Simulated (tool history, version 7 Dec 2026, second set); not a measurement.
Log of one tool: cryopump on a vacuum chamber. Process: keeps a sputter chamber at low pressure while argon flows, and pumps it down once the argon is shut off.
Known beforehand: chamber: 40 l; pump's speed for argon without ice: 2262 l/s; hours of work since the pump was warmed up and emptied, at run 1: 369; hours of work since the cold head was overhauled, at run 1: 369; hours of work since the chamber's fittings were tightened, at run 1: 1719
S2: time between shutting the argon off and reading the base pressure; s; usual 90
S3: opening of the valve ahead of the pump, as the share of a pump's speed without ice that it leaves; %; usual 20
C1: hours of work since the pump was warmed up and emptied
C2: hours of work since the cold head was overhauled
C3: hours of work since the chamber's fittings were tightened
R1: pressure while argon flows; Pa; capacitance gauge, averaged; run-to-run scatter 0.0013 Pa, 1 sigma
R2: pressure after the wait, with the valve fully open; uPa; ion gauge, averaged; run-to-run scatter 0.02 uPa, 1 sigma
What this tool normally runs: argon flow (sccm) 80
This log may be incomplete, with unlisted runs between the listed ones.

{"run": 1, "day": 0.0, "argon flow (sccm)": 80, "S2": 90, "S3": 20, "C1": 369, "C2": 369, "C3": 1719, "R1": 0.3118, "R2": 2.05}
{"run": 2, "day": 0.808, "argon flow (sccm)": 80, "S2": 90, "S3": 20, "C1": 378, "C2": 378, "C3": 1728, "R1": 0.3105, "R2": 2}
{"run": 3, "day": 1.388, "argon flow (sccm)": 108, "S2": 90, "S3": 20, "C1": 385, "C2": 385, "C3": 1735, "R1": 0.4206, "R2": 2.03}
{"run": 4, "day": 2.279, "argon flow (sccm)": 108, "S2": 90, "S3": 20, "C1": 395, "C2": 395, "C3": 1745, "R1": 0.4214, "R2": 2.05}
{"run": 5, "day": 2.817, "argon flow (sccm)": 108, "S2": 90, "S3": 20, "C1": 402, "C2": 402, "C3": 1751, "R1": 0.4174, "R2": 2.09}
{"run": 6, "day": 4.012, "argon flow (sccm)": 80, "S2": 90, "S3": 20, "C1": 415, "C2": 415, "C3": 1765, "R1": 0.3121, "R2": 2.1}
{"run": 7, "day": 4.558, "argon flow (sccm)": 80, "S2": 90, "S3": 20, "C1": 422, "C2": 422, "C3": 1771, "R1": 0.3108, "R2": 2.15}
{"run": 8, "day": 5.246, "argon flow (sccm)": 80, "S2": 221, "S3": 20, "C1": 430, "C2": 430, "C3": 1779, "R1": 0.313, "R2": 2.03}
{"run": 9, "day": 6.192, "argon flow (sccm)": 80, "S2": 221, "S3": 20, "C1": 441, "C2": 441, "C3": 1790, "R1": 0.3115, "R2": 2.1}
{"run": 10, "day": 7.404, "argon flow (sccm)": 134, "S2": 90, "S3": 20, "C1": 455, "C2": 455, "C3": 1804, "R1": 0.5251, "R2": 2.15}
{"run": 11, "day": 8.35, "argon flow (sccm)": 134, "S2": 90, "S3": 20, "C1": 466, "C2": 466, "C3": 1815, "R1": 0.5245, "R2": 2.16}
{"day": 8.875, "done": "leaking fittings of the chamber tightened, without venting"}
{"run": 12, "day": 9.067, "argon flow (sccm)": 134, "S2": 90, "S3": 20, "C1": 473, "C2": 473, "C3": 2, "R1": 0.5247, "R2": 0.39}
{"run": 13, "day": 9.904, "argon flow (sccm)": 134, "S2": 90, "S3": 20, "C1": 483, "C2": 483, "C3": 12, "R1": 0.5237, "R2": 0.37}
{"run": 14, "day": 10.862, "argon flow (sccm)": 134, "S2": 90, "S3": 33, "C1": 494, "C2": 494, "C3": 23, "R1": 0.3282, "R2": 0.42}
{"run": 15, "day": 11.7, "argon flow (sccm)": 134, "S2": 90, "S3": 33, "C1": 503, "C2": 503, "C3": 33, "R1": 0.3291, "R2": 0.36}
{"run": 16, "day": 12.742, "argon flow (sccm)": 134, "S2": 90, "S3": 33, "C1": 515, "C2": 515, "C3": 45, "R1": 0.3299, "R2": 0.42}
{"run": 17, "day": 13.362, "argon flow (sccm)": 134, "S2": 90, "S3": 33, "C1": 523, "C2": 523, "C3": 52, "R1": 0.332, "R2": 0.43}
{"run": 18, "day": 14.3, "argon flow (sccm)": 109, "S2": 68, "S3": 50, "C1": 533, "C2": 533, "C3": 63, "R1": 0.1869, "R2": 0.52}

Run 19 is up next; what results do you expect?
{"run": 19, "day": 15.088, "argon flow (sccm)": 58, "S2": 90, "S3": 46, "C1": 543, "C2": 543, "C3": 72, "R1": "?", "R2": "?"}

R1: 0.1054 Pa
R2: 0.48 uPa
The same run, on a tool lacking any hidden state, would have yielded R1 0.0931 Pa, R2 0.33 uPa.
